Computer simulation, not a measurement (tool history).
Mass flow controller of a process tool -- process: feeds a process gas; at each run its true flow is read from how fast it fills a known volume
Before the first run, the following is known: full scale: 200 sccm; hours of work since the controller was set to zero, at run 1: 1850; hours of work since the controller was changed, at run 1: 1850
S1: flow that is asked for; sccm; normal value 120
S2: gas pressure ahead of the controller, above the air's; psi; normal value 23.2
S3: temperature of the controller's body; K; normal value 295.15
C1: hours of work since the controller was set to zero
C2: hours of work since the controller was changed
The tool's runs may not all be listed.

{"run": 1, "hour": 0.0, "S1": 120, "S2": 23.2, "S3": 295.15, "C1": 1850, "C2": 1850, "true flow (%)": 99.47}
{"run": 2, "hour": 40.1, "S1": 24, "S2": 23.2, "S3": 295.15, "C1": 1881, "C2": 1881, "true flow (%)": 94.81}
{"run": 3, "hour": 122.2, "S1": 24, "S2": 23.2, "S3": 295.15, "C1": 1946, "C2": 1946, "true flow (%)": 94.73}
{"run": 4, "hour": 209.3, "S1": 24, "S2": 23.2, "S3": 295.15, "C1": 2014, "C2": 2014, "true flow (%)": 94.67}
{"run": 5, "hour": 259.6, "S1": 24, "S2": 23.2, "S3": 295.15, "C1": 2053, "C2": 2053, "true flow (%)": 94.58}
{"run": 6, "hour": 315.9, "S1": 120, "S2": 33.9, "S3": 295.15, "C1": 2097, "C2": 2097, "true flow (%)": 98.64}
{"run": 7, "hour": 404.9, "S1": 102, "S2": 33.9, "S3": 295.15, "C1": 2167, "C2": 2167, "true flow (%)": 98.45}
{"run": 8, "hour": 450.5, "S1": 102, "S2": 33.9, "S3": 295.15, "C1": 2203, "C2": 2203, "true flow (%)": 98.3}
{"run": 9, "hour": 523.2, "S1": 120, "S2": 23.2, "S3": 295.15, "C1": 2260, "C2": 2260, "true flow (%)": 99.22}
{"run": 10, "hour": 590.6, "S1": 120, "S2": 23.2, "S3": 295.15, "C1": 2313, "C2": 2313, "true flow (%)": 99.16}
{"run": 11, "hour": 678.0, "S1": 120, "S2": 23.2, "S3": 295.15, "C1": 2381, "C2": 2381, "true flow (%)": 99.23}
{"run": 12, "hour": 742.6, "S1": 25, "S2": 23.2, "S3": 295.15, "C1": 2432, "C2": 2432, "true flow (%)": 93.85}
{"run": 13, "hour": 826.7, "S1": 25, "S2": 23.2, "S3": 295.15, "C1": 2498, "C2": 2498, "true flow (%)": 93.66}
{"run": 14, "hour": 865.1, "S1": 25, "S2": 23.2, "S3": 295.15, "C1": 2528, "C2": 2528, "true flow (%)": 93.78}
{"run": 15, "hour": 934.1, "S1": 104, "S2": 23.2, "S3": 295.15, "C1": 2582, "C2": 2582, "true flow (%)": 98.78}
{"run": 16, "hour": 982.2, "S1": 104, "S2": 23.2, "S3": 295.15, "C1": 2620, "C2": 2620, "true flow (%)": 98.67}
{"run": 17, "hour": 1072.2, "S1": 104, "S2": 23.2, "S3": 306.15, "C1": 2690, "C2": 2690, "true flow (%)": 97.7}
{"run": 18, "hour": 1144.3, "S1": 104, "S2": 23.2, "S3": 306.15, "C1": 2747, "C2": 2747, "true flow (%)": 97.63}
{"run": 19, "hour": 1204.9, "S1": 104, "S2": 23.2, "S3": 306.15, "C1": 2794, "C2": 2794, "true flow (%)": 97.7}
{"run": 20, "hour": 1291.2, "S1": 104, "S2": 23.2, "S3": 306.15, "C1": 2862, "C2": 2862, "true flow (%)": 97.7}
{"run": 21, "hour": 1330.3, "S1": 104, "S2": 23.2, "S3": 306.15, "C1": 2893, "C2": 2893, "true flow (%)": 97.53}
{"run": 22, "hour": 1423.2, "S1": 104, "S2": 23.2, "S3": 306.15, "C1": 2965, "C2": 2965, "true flow (%)": 97.7}
{"run": 23, "hour": 1499.4, "S1": 36, "S2": 23.2, "S3": 295.15, "C1": 3025, "C2": 3025, "true flow (%)": 94.91}
{"run": 24, "hour": 1567.8, "S1": 36, "S2": 23.2, "S3": 295.15, "C1": 3079, "C2": 3079, "true flow (%)": 94.77}
{"run": 25, "hour": 1607.8, "S1": 36, "S2": 23.2, "S3": 295.15, "C1": 3110, "C2": 3110, "true flow (%)": 94.62}
{"run": 26, "hour": 1652.9, "S1": 21, "S2": 22.3, "S3": 295.15, "C1": 3145, "C2": 3145, "true flow (%)": 90.76}
{"run": 27, "hour": 1729.9, "S1": 44, "S2": 26.1, "S3": 295.15, "C1": 3206, "C2": 3206, "true flow (%)": 95.35}
{"run": 28, "hour": 1774.1, "S1": 44, "S2": 26.1, "S3": 295.15, "C1": 3240, "C2": 3240, "true flow (%)": 95.37}
{"run": 29, "hour": 1851.7, "S1": 75, "S2": 33.4, "S3": 297.15, "C1": 3301, "C2": 3301, "true flow (%)": 96.78}
{"run": 30, "hour": 1906.4, "S1": 76, "S2": 25.1, "S3": 299.15, "C1": 3344, "C2": 3344, "true flow (%)": 97.03}
{"run": 31, "hour": 1954.3, "S1": 192, "S2": 25.1, "S3": 312.15, "C1": 3382, "C2": 3382, "true flow (%)": 98.22}
{"run": 32, "hour": 2002.8, "S1": 35, "S2": 28.9, "S3": 305.15, "C1": 3420, "C2": 3420, "true flow (%)": 92.74}
{"run": 33, "hour": 2084.9, "S1": 139, "S2": 37.1, "S3": 294.15, "C1": 3484, "C2": 3484, "true flow (%)": 98.31}
{"run": 34, "hour": 2128.5, "S1": 77, "S2": 35.1, "S3": 308.15, "C1": 3518, "C2": 3518, "true flow (%)": 95.53}
{"run": 35, "hour": 2184.5, "S1": 77, "S2": 35.1, "S3": 308.15, "C1": 3562, "C2": 3562, "true flow (%)": 95.56}
{"run": 36, "hour": 2275.3, "S1": 121, "S2": 23.2, "S3": 295.15, "C1": 3633, "C2": 3633, "true flow (%)": 98.51}
{"run": 37, "hour": 2324.0, "S1": 121, "S2": 23.2, "S3": 295.15, "C1": 3671, "C2": 3671, "true flow (%)": 98.6}
{"run": 38, "hour": 2385.1, "S1": 76, "S2": 23.2, "S3": 299.15, "C1": 3719, "C2": 3719, "true flow (%)": 96.89}
{"run": 39, "hour": 2426.8, "S1": 33, "S2": 22.3, "S3": 312.15, "C1": 3752, "C2": 3752, "true flow (%)": 91.6}
{"run": 40, "hour": 2499.9, "S1": 154, "S2": 36.3, "S3": 305.15, "C1": 3809, "C2": 3809, "true flow (%)": 97.66}
{"run": 41, "hour": 2560.0, "S1": 154, "S2": 36.3, "S3": 305.15, "C1": 3856, "C2": 3856, "true flow (%)": 97.53}
{"run": 42, "hour": 2615.9, "S1": 154, "S2": 36.3, "S3": 305.15, "C1": 3900, "C2": 3900, "true flow (%)": 97.58}
{"run": 43, "hour": 2693.0, "S1": 154, "S2": 36.3, "S3": 305.15, "C1": 3961, "C2": 3961, "true flow (%)": 97.7}
{"run": 44, "hour": 2779.3, "S1": 120, "S2": 23.1, "S3": 299.15, "C1": 4028, "C2": 4028, "true flow (%)": 98.03}
{"run": 45, "hour": 2817.9, "S1": 120, "S2": 23.1, "S3": 299.15, "C1": 4059, "C2": 4059, "true flow (%)": 98.18}
{"run": 46, "hour": 2909.6, "S1": 149, "S2": 23.2, "S3": 295.15, "C1": 4131, "C2": 4131, "true flow (%)": 99.08}
{"run": 47, "hour": 2992.4, "S1": 149, "S2": 23.2, "S3": 295.15, "C1": 4195, "C2": 4195, "true flow (%)": 98.93}
{"run": 48, "hour": 3058.9, "S1": 183, "S2": 29.0, "S3": 300.15, "C1": 4248, "C2": 4248, "true flow (%)": 98.88}

Selected run-to-run steps in true flow (%), each split into two signed amounts: the part the tool would show with no hidden state at all (from settings, incoming material and random variation), and the remainder, which goes to the hidden state together with any gauge scatter not common to the measured and the hidden-state-free results:
Hidden state present: flow at rest that the sensor doesn't see, % of full scale; true flow over the shown one, %; drift of the gauge itself on true_pct, %.
Run 26 -> 27: S1 21 -> 44, S2 22.3 -> 26.1. true flow (%) +4.59: hidden state +4.58, all else +0.01.
Run 31 -> 32: S1 192 -> 35, S2 25.1 -> 28.9, S3 312.15 -> 305.15. true flow (%) -5.48: hidden state -4.75, all else -0.73.
Run 32 -> 33: S1 35 -> 139, S2 28.9 -> 37.1, S3 305.15 -> 294.15. true flow (%) +5.57: hidden state +4.32, all else +1.25.
Run 39 -> 40: S1 33 -> 154, S2 22.3 -> 36.3, S3 312.15 -> 305.15. true flow (%) +6.06: hidden state +5.30, all else +0.76.
